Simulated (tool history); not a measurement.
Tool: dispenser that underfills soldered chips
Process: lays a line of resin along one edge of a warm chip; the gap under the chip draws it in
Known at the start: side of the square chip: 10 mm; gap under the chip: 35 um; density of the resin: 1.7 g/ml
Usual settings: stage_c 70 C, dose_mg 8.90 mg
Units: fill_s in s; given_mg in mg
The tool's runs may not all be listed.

run    day  stage_c  dose_mg  fill_s  given_mg
  1  0.000       70     8.90   231.2      8.56
  2  0.238       70     8.90   317.7      8.49
     0.283  -- new syringe of resin
  3  0.454       70     8.90   220.6      8.46
  4  0.712       66     8.90   353.6      8.45
     0.762  -- new syringe of resin
  5  0.942       70     8.90   219.2      8.45
  6  1.154       70     8.90   293.3      8.34
     1.242  -- new syringe of resin
  7  1.325       70     8.90   196.1      8.42
  8  1.571       70     8.90   270.5      8.34
     1.712  -- new syringe of resin
  9  1.775       59     8.90   282.7      8.34
 10  2.067       83     8.76   190.7      8.13
     2.183  -- new syringe of resin
 11  2.375       83     8.76   152.4      8.09
 12  2.592       57     9.52   460.6      8.69
     2.658  -- new syringe of resin
 13  2.733       57     9.52   299.1      8.74
 14  2.892       57     9.52   369.0      8.78
 15  3.108       82     9.33   219.4      8.48
     3.150  -- new syringe of resin
     3.308  -- dispensing valve cleaned and set on the balance
 16  3.433       71     9.76   232.9      9.70

Measured less the same run without the tool's hidden state. The same run-to-run variation is in both; the gauge's scatter may not be:
The hidden state here: resin's viscosity, % of fresh resin's; dose that the valve gives, % of what is set; true chip temperature over the reading, C; drift of the gauge itself on fill_s, %; drift of the gauge itself on given_mg, %.
run  fill_s  given_mg
  1   +54.0     -0.33
  2  +139.4     -0.36
  3   +46.8     -0.39
  4  +155.0     -0.44
  5   +46.7     -0.48
  6  +117.9     -0.50
  7   +23.5     -0.53
  8   +98.1     -0.57
  9   +27.3     -0.60
 10   +72.9     -0.64
 11   +36.5     -0.67
 12  +195.6     -0.77
 13   +33.2     -0.79
 14  +102.2     -0.82
 15  +100.3     -0.83
 16   +63.1     -0.03
